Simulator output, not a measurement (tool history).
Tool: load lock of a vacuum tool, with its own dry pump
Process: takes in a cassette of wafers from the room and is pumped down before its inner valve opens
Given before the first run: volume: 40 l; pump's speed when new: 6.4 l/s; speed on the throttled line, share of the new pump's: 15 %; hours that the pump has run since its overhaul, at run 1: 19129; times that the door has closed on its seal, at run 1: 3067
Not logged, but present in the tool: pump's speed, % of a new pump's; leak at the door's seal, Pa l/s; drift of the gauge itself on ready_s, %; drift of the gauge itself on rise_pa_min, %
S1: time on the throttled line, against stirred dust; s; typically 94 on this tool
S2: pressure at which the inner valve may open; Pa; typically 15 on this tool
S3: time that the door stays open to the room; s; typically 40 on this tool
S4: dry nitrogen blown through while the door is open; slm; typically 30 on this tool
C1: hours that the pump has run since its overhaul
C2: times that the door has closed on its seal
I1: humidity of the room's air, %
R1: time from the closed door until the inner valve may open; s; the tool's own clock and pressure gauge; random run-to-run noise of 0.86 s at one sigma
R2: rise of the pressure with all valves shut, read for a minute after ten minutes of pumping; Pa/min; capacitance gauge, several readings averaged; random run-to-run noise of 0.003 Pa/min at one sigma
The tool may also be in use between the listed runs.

{"run": 1, "hour": 0.0, "S1": 94, "S2": 15, "S3": 40, "S4": 30, "C1": 19129, "C2": 3067, "I1": 45, "R1": 147, "R2": 0.071}
{"run": 2, "hour": 443.5, "S1": 94, "S2": 15, "S3": 40, "S4": 30, "C1": 19572, "C2": 4877, "I1": 43.8, "R1": 146.7, "R2": 0.094}
{"run": 3, "hour": 1066.1, "S1": 94, "S2": 15, "S3": 40, "S4": 30, "C1": 20195, "C2": 7418, "I1": 45.7, "R1": 145.1, "R2": 0.143}
{"run": 4, "hour": 1529.9, "S1": 94, "S2": 15, "S3": 40, "S4": 30, "C1": 20659, "C2": 9310, "I1": 43.8, "R1": 146.8, "R2": 0.182}
{"hour": 1665.6, "done": "dry pump taken out, an overhauled one fitted"}
{"run": 5, "hour": 2064.8, "S1": 94, "S2": 15, "S3": 40, "S4": 30, "C1": 399, "C2": 11468, "I1": 43.9, "R1": 135.4, "R2": 0.235}
{"run": 6, "hour": 2441.4, "S1": 94, "S2": 15, "S3": 40, "S4": 30, "C1": 776, "C2": 13005, "I1": 49.3, "R1": 135.7, "R2": 0.288}
{"run": 7, "hour": 3074.6, "S1": 138, "S2": 15, "S3": 40, "S4": 30, "C1": 1409, "C2": 15589, "I1": 44.4, "R1": 170.6, "R2": 0.378}
{"run": 8, "hour": 3404.3, "S1": 94, "S2": 22, "S3": 40, "S4": 30, "C1": 1739, "C2": 16934, "I1": 45.2, "R1": 133.9, "R2": 0.429}
{"run": 9, "hour": 3914.0, "S1": 94, "S2": 22, "S3": 40, "S4": 30, "C1": 2248, "C2": 19014, "I1": 44.5, "R1": 133, "R2": 0.493}
{"run": 10, "hour": 4474.5, "S1": 94, "S2": 22, "S3": 40, "S4": 30, "C1": 2809, "C2": 21301, "I1": 46.1, "R1": 135.5, "R2": 0.597}
{"run": 11, "hour": 5122.9, "S1": 94, "S2": 22, "S3": 40, "S4": 30, "C1": 3457, "C2": 23947, "I1": 45.4, "R1": 134.8, "R2": 0.722}
{"hour": 5224.2, "done": "door's seal changed, seat wiped"}
{"run": 12, "hour": 5705.8, "S1": 94, "S2": 22, "S3": 40, "S4": 30, "C1": 4039, "C2": 1966, "I1": 44.1, "R1": 133.2, "R2": 0.043}
{"run": 13, "hour": 6268.7, "S1": 94, "S2": 22, "S3": 40, "S4": 30, "C1": 4602, "C2": 4263, "I1": 44.9, "R1": 133.8, "R2": 0.078}
{"run": 14, "hour": 6835.8, "S1": 94, "S2": 15, "S3": 40, "S4": 8, "C1": 5169, "C2": 6576, "I1": 43.3, "R1": 137.5, "R2": 0.13}
{"run": 15, "hour": 7499.4, "S1": 94, "S2": 15, "S3": 86, "S4": 30, "C1": 5832, "C2": 9284, "I1": 43.4, "R1": 136.9, "R2": 0.162}
{"run": 16, "hour": 7867.9, "S1": 94, "S2": 15, "S3": 86, "S4": 30, "C1": 6201, "C2": 10788, "I1": 47.8, "R1": 138, "R2": 0.2}
{"run": 17, "hour": 8231.0, "S1": 94, "S2": 15, "S3": 86, "S4": 30, "C1": 6564, "C2": 12270, "I1": 44.6, "R1": 139, "R2": 0.239}
{"run": 18, "hour": 8630.6, "S1": 94, "S2": 15, "S3": 40, "S4": 30, "C1": 6963, "C2": 13900, "I1": 47.5, "R1": 138, "R2": 0.285}
{"run": 19, "hour": 9125.9, "S1": 87, "S2": 15, "S3": 40, "S4": 30, "C1": 7459, "C2": 15922, "I1": 42.9, "R1": 133.1, "R2": 0.342}
{"run": 20, "hour": 9790.9, "S1": 53, "S2": 13, "S3": 40, "S4": 30, "C1": 8124, "C2": 18635, "I1": 43.7, "R1": 105.3, "R2": 0.45}
{"run": 21, "hour": 10374.4, "S1": 103, "S2": 26, "S3": 189, "S4": 36, "C1": 8707, "C2": 21016, "I1": 45.2, "R1": 142.2, "R2": 0.551}
{"run": 22, "hour": 10914.5, "S1": 103, "S2": 26, "S3": 189, "S4": 36, "C1": 9247, "C2": 23220, "I1": 42.6, "R1": 143.7, "R2": 0.644}
{"hour": 11208.3, "done": "door's seal changed, seat wiped"}
{"run": 23, "hour": 11519.8, "S1": 103, "S2": 26, "S3": 189, "S4": 36, "C1": 9851, "C2": 1271, "I1": 44.5, "R1": 145.3, "R2": 0.045}
{"run": 24, "hour": 11880.3, "S1": 94, "S2": 29, "S3": 117, "S4": 39, "C1": 10212, "C2": 2742, "I1": 42.6, "R1": 134.9, "R2": 0.053}
{"run": 25, "hour": 12437.7, "S1": 94, "S2": 29, "S3": 117, "S4": 39, "C1": 10769, "C2": 5016, "I1": 43.1, "R1": 135.5, "R2": 0.086}
{"run": 26, "hour": 12732.2, "S1": 94, "S2": 29, "S3": 30, "S4": 8, "C1": 11064, "C2": 6218, "I1": 49.4, "R1": 136.2, "R2": 0.129}
{"run": 27, "hour": 13043.4, "S1": 94, "S2": 12, "S3": 60, "S4": 8, "C1": 11375, "C2": 7488, "I1": 45.1, "R1": 145.1, "R2": 0.165}
{"run": 28, "hour": 13454.5, "S1": 94, "S2": 18, "S3": 146, "S4": 8, "C1": 11786, "C2": 9166, "I1": 40.3, "R1": 139.8, "R2": 0.206}
{"run": 29, "hour": 13804.7, "S1": 94, "S2": 15, "S3": 40, "S4": 43, "C1": 12136, "C2": 10595, "I1": 44.5, "R1": 141.4, "R2": 0.196}
{"run": 30, "hour": 14194.9, "S1": 161, "S2": 15, "S3": 139, "S4": 30, "C1": 12526, "C2": 12187, "I1": 44.5, "R1": 195.8, "R2": 0.27}
{"run": 31, "hour": 14690.4, "S1": 163, "S2": 15, "S3": 143, "S4": 25, "C1": 13022, "C2": 14209, "I1": 43.7, "R1": 196.7, "R2": 0.324}
{"run": 32, "hour": 14977.9, "S1": 163, "S2": 15, "S3": 143, "S4": 25, "C1": 13309, "C2": 15382, "I1": 44.9, "R1": 199.8, "R2": 0.367}
{"run": 33, "hour": 15481.1, "S1": 94, "S2": 15, "S3": 41, "S4": 30, "C1": 13812, "C2": 17435, "I1": 44.3, "R1": 144, "R2": 0.414}
{"run": 34, "hour": 15914.7, "S1": 91, "S2": 11, "S3": 145, "S4": 30, "C1": 14246, "C2": 19205, "I1": 46.3, "R1": 141, "R2": 0.491}
{"run": 35, "hour": 16537.2, "S1": 91, "S2": 11, "S3": 145, "S4": 30, "C1": 14869, "C2": 21745, "I1": 45.6, "R1": 144.4, "R2": 0.609}
{"run": 36, "hour": 16971.2, "S1": 127, "S2": 15, "S3": 40, "S4": 20, "C1": 15303, "C2": 23516, "I1": 45.4, "R1": 169.9, "R2": 0.664}

Take each entry between the runs: how does the hidden state at the last listed run before it differ from the hidden state at the first listed run after it?
Between runs 4 and 5: dry pump taken out, an overhauled one fitted (hour 1665.6)
  pump's speed, % of a new pump's: 78.1 -> 99.9; leak at the door's seal, Pa l/s: 0.1106 -> 0.1504
  measured minus no-state result, R1: +11.6 -> +0 s; R2: +0.163 -> +0.222 Pa/min
Between runs 11 and 12: door's seal changed, seat wiped (hour 5224.2)
  pump's speed, % of a new pump's: 96.3 -> 95.6; leak at the door's seal, Pa l/s: 0.4686 -> 0.015
  measured minus no-state result, R1: +1.6 -> +1.9 s; R2: +0.704 -> +0.02 Pa/min
Between runs 22 and 23: door's seal changed, seat wiped (hour 11208.3)
  pump's speed, % of a new pump's: 89.3 -> 88.6; leak at the door's seal, Pa l/s: 0.4105 -> 0.0104
  measured minus no-state result, R1: +4.3 -> +4.7 s; R2: +0.615 -> +0.013 Pa/min
